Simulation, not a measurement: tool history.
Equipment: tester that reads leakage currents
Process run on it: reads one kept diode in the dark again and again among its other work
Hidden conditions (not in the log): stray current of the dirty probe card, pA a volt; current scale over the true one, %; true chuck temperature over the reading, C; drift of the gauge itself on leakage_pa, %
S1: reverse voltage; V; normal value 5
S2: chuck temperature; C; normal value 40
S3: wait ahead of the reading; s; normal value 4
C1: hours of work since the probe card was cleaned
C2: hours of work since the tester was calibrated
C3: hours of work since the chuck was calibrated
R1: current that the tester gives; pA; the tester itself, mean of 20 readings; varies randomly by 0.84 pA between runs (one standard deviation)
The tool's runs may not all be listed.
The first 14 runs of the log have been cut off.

run,hour,S1,S2,S3,C1,C2,C3,R1
# hour 1025.8: probe card cleaned and baked, once more
15,1039.4,5,40,4,11,1182,69,281.96
16,1110.9,5,40,4,68,1239,126,282.44
17,1189.3,5,40,4,130,1301,188,282.48
18,1270.7,5,40,4,195,1366,253,281.47
19,1337.8,5,58,4,248,1419,306,873.96
20,1394,9.53,58,0.36,293,1464,351,1197.31
21,1499,4.63,58,0.36,376,1547,434,844.09
22,1571.6,15.57,58,5.05,434,1605,492,1494.05
23,1618.5,1.01,22,0.77,471,1642,529,37.14
24,1720.1,1.25,26,4,552,1723,610,54.76
25,1811.1,1.25,26,4,624,1795,683,54.82
26,1888.5,5,23,0.53,686,1857,744,87.65
27,1956.2,18.36,23,8.27,739,1910,798,161.32
28,2032.3,11.48,28,0.32,800,1971,858,192.03
29,2102.5,5,24,4,856,2027,914,91.96
30,2150.9,5,24,8.76,894,2065,953,92.09
31,2244.6,18.33,38,0.51,969,2140,1027,462.2
32,2329.5,3.21,40,4,1036,2207,1094,226.25
33,2425.2,3.21,27,1.83,1112,2283,1171,92.63
# hour 2480.3: tester calibrated
34,2505.7,2.19,40,0.73,1174,20,1233,185.9
35,2595.8,6.37,40,5.23,1246,92,1305,303.88
36,2694.6,12.8,21,0.79,1325,170,1383,122.18
37,2771.8,5.06,25,0.66,1386,232,1444,100.32
# hour 2803.6: chuck's temperature calibrated
38,2869.2,5,53,4.08,1462,307,52,652.82

Here are 4 independent what-if runs from the current tool condition. What would each one return?
A,2934.8,2.75,40,7.41,1514,360,104,?
B,2934.8,1.89,49,1.04,1514,360,104,?
C,2934.8,1.47,40,4,1514,360,104,?
D,2934.8,5,40,3.08,1514,360,104,?

run,R1
A,213.44
B,321.29
C,158.75
D,285.73
Take away the tool's hidden state, keep each run's random variation, and the runs would have read:
run,R1
A,209.83
B,317.95
C,156.59
D,279.65
